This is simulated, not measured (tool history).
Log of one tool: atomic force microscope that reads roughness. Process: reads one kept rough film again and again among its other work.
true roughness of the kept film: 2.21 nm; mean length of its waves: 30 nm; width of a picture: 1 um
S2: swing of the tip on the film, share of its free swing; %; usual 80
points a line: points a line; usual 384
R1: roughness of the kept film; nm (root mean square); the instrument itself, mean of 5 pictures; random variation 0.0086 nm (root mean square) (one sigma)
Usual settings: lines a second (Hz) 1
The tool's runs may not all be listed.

run 1 day=0 | lines_a_second_(Hz)=1 S2=80 points_a_line=384 | R1=1.878
-- day=2.271 new tip fitted
run 2 day=2.471 | lines_a_second_(Hz)=1 S2=80 points_a_line=384 | R1=1.909
run 3 day=5.275 | lines_a_second_(Hz)=1 S2=80 points_a_line=384 | R1=1.829
-- day=5.662 new tip fitted
run 4 day=7.45 | lines_a_second_(Hz)=0.69 S2=80 points_a_line=384 | R1=1.903
run 5 day=8.838 | lines_a_second_(Hz)=0.69 S2=80 points_a_line=384 | R1=1.873
-- day=9.071 new tip fitted
run 6 day=10.95 | lines_a_second_(Hz)=0.69 S2=80 points_a_line=384 | R1=1.915
-- day=12.396 new tip fitted
run 7 day=12.954 | lines_a_second_(Hz)=0.69 S2=80 points_a_line=384 | R1=1.943
run 8 day=14.85 | lines_a_second_(Hz)=1 S2=80 points_a_line=384 | R1=1.824
-- day=15.667 new tip fitted
run 9 day=17.4 | lines_a_second_(Hz)=1 S2=80 points_a_line=384 | R1=1.86
-- day=19.162 new tip fitted
run 10 day=19.967 | lines_a_second_(Hz)=1 S2=55 points_a_line=384 | R1=2.032
run 11 day=21.95 | lines_a_second_(Hz)=1 S2=80 points_a_line=739 | R1=1.826
-- day=22.517 new tip fitted
run 12 day=24.025 | lines_a_second_(Hz)=1 S2=57 points_a_line=739 | R1=1.997
-- day=25.846 new tip fitted
run 13 day=25.988 | lines_a_second_(Hz)=1 S2=73 points_a_line=384 | R1=1.937
run 14 day=28.258 | lines_a_second_(Hz)=1 S2=73 points_a_line=925 | R1=1.878
-- day=29.279 new tip fitted
run 15 day=31.075 | lines_a_second_(Hz)=1 S2=81 points_a_line=384 | R1=1.856
-- day=32.629 new tip fitted
run 16 day=33.212 | lines_a_second_(Hz)=1 S2=75 points_a_line=504 | R1=1.94
run 17 day=35.312 | lines_a_second_(Hz)=3.59 S2=60 points_a_line=898 | R1=1.826
-- day=36.008 new tip fitted
run 18 day=37.238 | lines_a_second_(Hz)=3.59 S2=60 points_a_line=898 | R1=1.851
-- day=39.388 new tip fitted
run 19 day=39.879 | lines_a_second_(Hz)=2.48 S2=56 points_a_line=512 | R1=1.983
run 20 day=42.346 | lines_a_second_(Hz)=2.48 S2=56 points_a_line=512 | R1=1.916
-- day=42.729 new tip fitted
run 21 day=44.129 | lines_a_second_(Hz)=2.46 S2=70 points_a_line=633 | R1=1.795
-- day=46.117 new tip fitted
run 22 day=46.117 | lines_a_second_(Hz)=2.46 S2=70 points_a_line=633 | R1=1.849
run 23 day=48.796 | lines_a_second_(Hz)=2.68 S2=73 points_a_line=274 | R1=1.689
-- day=49.462 new tip fitted
run 24 day=50.717 | lines_a_second_(Hz)=1.22 S2=85 points_a_line=384 | R1=1.779
-- day=52.758 new tip fitted
run 25 day=52.888 | lines_a_second_(Hz)=1 S2=80 points_a_line=287 | R1=1.904
run 26 day=54.979 | lines_a_second_(Hz)=1 S2=80 points_a_line=287 | R1=1.844
-- day=56.025 new tip fitted
run 27 day=57.017 | lines_a_second_(Hz)=0.91 S2=80 points_a_line=609 | R1=1.912

Forecast each of these 5 alternatives for the next run:
-- day=59.454 new tip fitted
run A day=59.804 | lines_a_second_(Hz)=1 S2=80 points_a_line=1011 | R1=?
-- day=59.454 new tip fitted
run B day=59.804 | lines_a_second_(Hz)=0.65 S2=80 points_a_line=813 | R1=?
-- day=59.454 new tip fitted
run C day=59.804 | lines_a_second_(Hz)=3.54 S2=80 points_a_line=384 | R1=?
-- day=59.454 new tip fitted
run D day=59.804 | lines_a_second_(Hz)=0.91 S2=65 points_a_line=609 | R1=?
-- day=59.454 new tip fitted
run E day=59.804 | lines_a_second_(Hz)=2.6 S2=56 points_a_line=609 | R1=?

run=A R1=1.911
run=B R1=1.98
run=C R1=1.544
run=D R1=2.028
run=E R1=1.986
Without the tool's hidden state the same runs would have given:
run=A R1=1.902
run=B R1=1.97
run=C R1=1.536
run=D R1=2.018
run=E R1=1.976

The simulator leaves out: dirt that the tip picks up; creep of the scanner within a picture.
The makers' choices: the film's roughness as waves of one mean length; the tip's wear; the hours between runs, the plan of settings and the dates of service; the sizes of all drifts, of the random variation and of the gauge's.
